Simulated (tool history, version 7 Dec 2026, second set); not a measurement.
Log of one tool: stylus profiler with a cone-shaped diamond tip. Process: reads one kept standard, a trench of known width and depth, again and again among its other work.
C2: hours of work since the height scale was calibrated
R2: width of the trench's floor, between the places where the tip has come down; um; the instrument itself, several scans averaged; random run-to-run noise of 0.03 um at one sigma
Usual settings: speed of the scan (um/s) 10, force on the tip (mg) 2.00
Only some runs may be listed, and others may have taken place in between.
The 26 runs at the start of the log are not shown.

run 27 hour=1048.2 | speed_of_the_scan_(um/s)=7 force_on_the_tip_(mg)=2.23 | scans_with_this_tip=14112 C2=1073 | depth_of_the_trench_(nm)=100.52 R2=97.86
run 28 hour=1086.1 | speed_of_the_scan_(um/s)=7 force_on_the_tip_(mg)=2.75 | scans_with_this_tip=14424 C2=1097 | depth_of_the_trench_(nm)=100.64 R2=97.83
run 29 hour=1139.5 | speed_of_the_scan_(um/s)=7 force_on_the_tip_(mg)=2.75 | scans_with_this_tip=14864 C2=1131 | depth_of_the_trench_(nm)=100.71 R2=97.85
-- hour=1183.1 new tip fitted, height scale calibrated
run 30 hour=1192.3 | speed_of_the_scan_(um/s)=12 force_on_the_tip_(mg)=4.39 | scans_with_this_tip=76 C2=6 | depth_of_the_trench_(nm)=101.36 R2=98.67
run 31 hour=1237.1 | speed_of_the_scan_(um/s)=11 force_on_the_tip_(mg)=1.79 | scans_with_this_tip=445 C2=34 | depth_of_the_trench_(nm)=100.72 R2=98.67
run 32 hour=1287.6 | speed_of_the_scan_(um/s)=6 force_on_the_tip_(mg)=0.67 | scans_with_this_tip=861 C2=66 | depth_of_the_trench_(nm)=100.35 R2=98.63
run 33 hour=1318.0 | speed_of_the_scan_(um/s)=4 force_on_the_tip_(mg)=2.00 | scans_with_this_tip=1111 C2=85 | depth_of_the_trench_(nm)=100.78 R2=98.71
run 34 hour=1343.1 | speed_of_the_scan_(um/s)=4 force_on_the_tip_(mg)=2.00 | scans_with_this_tip=1318 C2=100 | depth_of_the_trench_(nm)=100.82 R2=98.71
run 35 hour=1379.0 | speed_of_the_scan_(um/s)=4 force_on_the_tip_(mg)=2.00 | scans_with_this_tip=1614 C2=123 | depth_of_the_trench_(nm)=100.66 R2=98.64
run 36 hour=1433.5 | speed_of_the_scan_(um/s)=4 force_on_the_tip_(mg)=2.00 | scans_with_this_tip=2063 C2=157 | depth_of_the_trench_(nm)=100.73 R2=98.64
run 37 hour=1478.9 | speed_of_the_scan_(um/s)=7 force_on_the_tip_(mg)=2.00 | scans_with_this_tip=2437 C2=185 | depth_of_the_trench_(nm)=100.73 R2=98.57
run 38 hour=1526.9 | speed_of_the_scan_(um/s)=7 force_on_the_tip_(mg)=2.00 | scans_with_this_tip=2833 C2=215 | depth_of_the_trench_(nm)=100.65 R2=98.53
run 39 hour=1569.8 | speed_of_the_scan_(um/s)=33 force_on_the_tip_(mg)=1.50 | scans_with_this_tip=3187 C2=242 | depth_of_the_trench_(nm)=100.54 R2=98.34
run 40 hour=1612.0 | speed_of_the_scan_(um/s)=3 force_on_the_tip_(mg)=2.00 | scans_with_this_tip=3534 C2=269 | depth_of_the_trench_(nm)=100.69 R2=98.45
run 41 hour=1665.5 | speed_of_the_scan_(um/s)=4 force_on_the_tip_(mg)=1.24 | scans_with_this_tip=3975 C2=302 | depth_of_the_trench_(nm)=100.43 R2=98.42
run 42 hour=1697.5 | speed_of_the_scan_(um/s)=4 force_on_the_tip_(mg)=1.24 | scans_with_this_tip=4239 C2=322 | depth_of_the_trench_(nm)=100.52 R2=98.45
run 43 hour=1739.7 | speed_of_the_scan_(um/s)=4 force_on_the_tip_(mg)=5.30 | scans_with_this_tip=4586 C2=349 | depth_of_the_trench_(nm)=101.34 R2=98.42
run 44 hour=1774.8 | speed_of_the_scan_(um/s)=5 force_on_the_tip_(mg)=2.01 | scans_with_this_tip=4876 C2=371 | depth_of_the_trench_(nm)=100.63 R2=98.40
run 45 hour=1824.2 | speed_of_the_scan_(um/s)=4 force_on_the_tip_(mg)=2.45 | scans_with_this_tip=5283 C2=402 | depth_of_the_trench_(nm)=100.82 R2=98.42

3 ways to go on from here, each from the tool as it stands after run 45. What would each give?
run A hour=1875.9 | speed_of_the_scan_(um/s)=5 force_on_the_tip_(mg)=1.32 | scans_with_this_tip=5708 C2=434 | depth_of_the_trench_(nm)=? R2=?
run B hour=1875.9 | speed_of_the_scan_(um/s)=10 force_on_the_tip_(mg)=1.01 | scans_with_this_tip=5708 C2=434 | depth_of_the_trench_(nm)=? R2=?
run C hour=1875.9 | speed_of_the_scan_(um/s)=7 force_on_the_tip_(mg)=2.00 | scans_with_this_tip=5708 C2=434 | depth_of_the_trench_(nm)=? R2=?

run=A depth_of_the_trench_(nm)=100.43 R2=98.33
run=B depth_of_the_trench_(nm)=100.37 R2=98.32
run=C depth_of_the_trench_(nm)=100.68 R2=98.31
What these runs would have given with no unlogged condition in the tool:
run=A depth_of_the_trench_(nm)=100.58 R2=98.72
run=B depth_of_the_trench_(nm)=100.52 R2=98.71
run=C depth_of_the_trench_(nm)=100.84 R2=98.70
